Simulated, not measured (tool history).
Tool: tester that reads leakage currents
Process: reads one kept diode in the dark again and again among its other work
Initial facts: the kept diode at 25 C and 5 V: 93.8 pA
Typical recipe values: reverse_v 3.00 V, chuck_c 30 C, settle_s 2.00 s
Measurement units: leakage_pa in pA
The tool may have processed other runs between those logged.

run	hour	reverse_v	chuck_c	settle_s	leakage_pa
1	0.0	3.00	30	2.00	111.42
2	232.7	3.00	30	2.00	109.05
3	466.3	3.00	30	2.00	106.47
4	674.4	3.00	30	2.00	104.60
# hour 797.8: chuck's temperature calibrated
5	898.1	3.00	30	2.00	114.63
6	1048.5	3.00	30	2.00	113.02
7	1288.6	3.00	30	2.00	110.60
8	1527.9	3.00	30	2.00	109.00
9	1744.7	3.00	30	2.00	106.65
# hour 1929.1: chuck's temperature calibrated
10	2000.3	3.00	30	2.00	117.11
11	2193.6	3.00	30	2.00	115.29
12	2402.1	3.00	57	2.00	619.69
13	2548.8	3.00	57	2.00	612.90
14	2717.6	9.87	48	8.76	558.18
# hour 2746.3: tester calibrated
15	2880.4	3.00	54	3.46	494.20
# hour 3074.0: chuck's temperature calibrated
16	3128.2	6.43	26	2.00	125.75
# hour 3408.7: probe card cleaned and baked
17	3408.7	6.43	26	2.00	104.51
# hour 3678.7: tester calibrated, once more
18	3678.7	6.43	26	2.00	104.11
19	3934.4	6.43	26	2.00	102.87
20	4187.7	15.33	30	9.13	188.03
# hour 4213.3: chuck's temperature calibrated
21	4383.4	15.33	30	9.13	206.47
22	4540.3	11.71	45	0.67	496.34
23	4794.7	11.71	45	0.52	486.47
24	4979.2	1.27	28	0.52	64.71
25	5206.0	3.00	40	0.85	200.44
# hour 5359.8: chuck's temperature calibrated
26	5461.4	4.55	30	2.00	132.22

Some steps in leakage_pa between neighbouring runs. How much of each would the tool show without its hidden state too (settings, what came in, random variation), and how much is left for the hidden state, with any gauge scatter that isn't in both results?
Unlogged tool condition in this case: stray current of the dirty probe card, pA a volt; current scale over the true one, %; true chuck temperature over the reading, C; drift of the gauge itself on leakage_pa, %.
Run 11 -> 12: chuck_c 30 -> 57. leakage_pa +504.40 pA: hidden state -23.58, all else +527.98.
Run 14 -> 15: reverse_v 9.87 -> 3.00, chuck_c 48 -> 54, settle_s 8.76 -> 3.46, tester calibrated. leakage_pa -63.98 pA: hidden state -23.74, all else -40.24.
Run 15 -> 16: reverse_v 3.00 -> 6.43, chuck_c 54 -> 26, settle_s 3.46 -> 2.00, chuck's temperature calibrated. leakage_pa -368.45 pA: hidden state +55.00, all else -423.45.
Run 23 -> 24: reverse_v 11.71 -> 1.27, chuck_c 45 -> 28. leakage_pa -421.76 pA: hidden state +20.52, all else -442.28.
